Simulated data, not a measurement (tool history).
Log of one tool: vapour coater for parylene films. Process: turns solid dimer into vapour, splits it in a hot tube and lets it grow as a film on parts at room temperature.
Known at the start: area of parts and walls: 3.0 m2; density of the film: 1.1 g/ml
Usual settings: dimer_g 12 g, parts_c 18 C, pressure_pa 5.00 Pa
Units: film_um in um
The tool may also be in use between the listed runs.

run   hour  dimer_g  parts_c  pressure_pa  film_um
  1    0.0       12       18         5.00     2.39
  2   14.5       12       18         5.00     2.35
  3   34.7       12       18         5.00     2.32
  4   52.0        8       18         5.00     1.59
  5   64.0        8       18         5.00     1.58
  6   81.6        6       18         5.00     1.19
  7   96.7        6       18         5.00     1.13
  8  113.6        6       18         5.00     1.15
  9  126.7       12       14         5.00     2.50
 10  143.5       12       18         5.00     2.29
 11  153.5       12       18         5.00     2.26
 12  163.2       12       18         5.00     2.30
 13  183.7       12       18         5.00     2.23
 14  195.7       12       18         5.00     2.20
 15  214.3       12       18         5.00     2.29
 16  234.9       12       18         5.00     2.25
 17  247.2       12       18         5.00     2.24
 18  257.6       12       18         5.00     2.17
 19  269.3       12       18         5.00     2.18
 20  282.3       12       18         5.00     2.18
 21  300.8       12       18         5.00     2.20
 22  313.8       12       18         5.00     2.16
 23  328.6       12       18         5.00     2.18
 24  347.8       12       18         5.00     2.15
 25  361.0       12       18         5.00     2.17
 26  381.7       12       18         5.00     2.16
 27  401.8       12       16         5.00     2.28
 28  420.9       12       16         5.00     2.21
 29  430.4       12       20         5.00     2.01
 30  452.0       12       18         6.12     1.86
 31  470.6       13       18         2.77     2.35
 32  481.7       13       15         2.77     2.57
 33  492.0       13       15         2.77     2.51
 34  511.6       12       18         2.22     2.86
 35  530.4        6       20         3.63     1.24
 36  551.8        6       20         3.63     1.24
 37  569.2        6       17         5.47     1.21
 38  589.1        7       17         3.95     1.49
 39  604.6        7       17         3.95     1.54
 40  623.4        7       25         8.17     1.07
 41  638.5        7       23         5.00     1.23
 42  653.8       18       23        11.78     2.64
 43  672.8        8       18         5.00     1.57
 44  687.1        8       18         5.00     1.57
 45  699.3       15       14         5.00     3.20
 46  720.8        6       19         3.83     1.20

Not shown: 2 entries that the log had between the listed runs. Between which runs, and how does the tool's hidden state differ before and after?
Between runs 29 and 30: trap's valve overhauled (hour 439.6)
  vapour lost through the trap's worn valve, %: 13.3 -> 20.1; true temperature of the parts over the reading, C: 1.1 -> 1.12
  measured less the result without the state, film_um: -0.37 -> -0.53 um
Between runs 33 and 34: trap's valve overhauled, once more (hour 508.8)
  vapour lost through the trap's worn valve, %: 20.9 -> 0.1; true temperature of the parts over the reading, C: 1.16 -> 1.17
  measured less the result without the state, film_um: -0.75 -> -0.08 um

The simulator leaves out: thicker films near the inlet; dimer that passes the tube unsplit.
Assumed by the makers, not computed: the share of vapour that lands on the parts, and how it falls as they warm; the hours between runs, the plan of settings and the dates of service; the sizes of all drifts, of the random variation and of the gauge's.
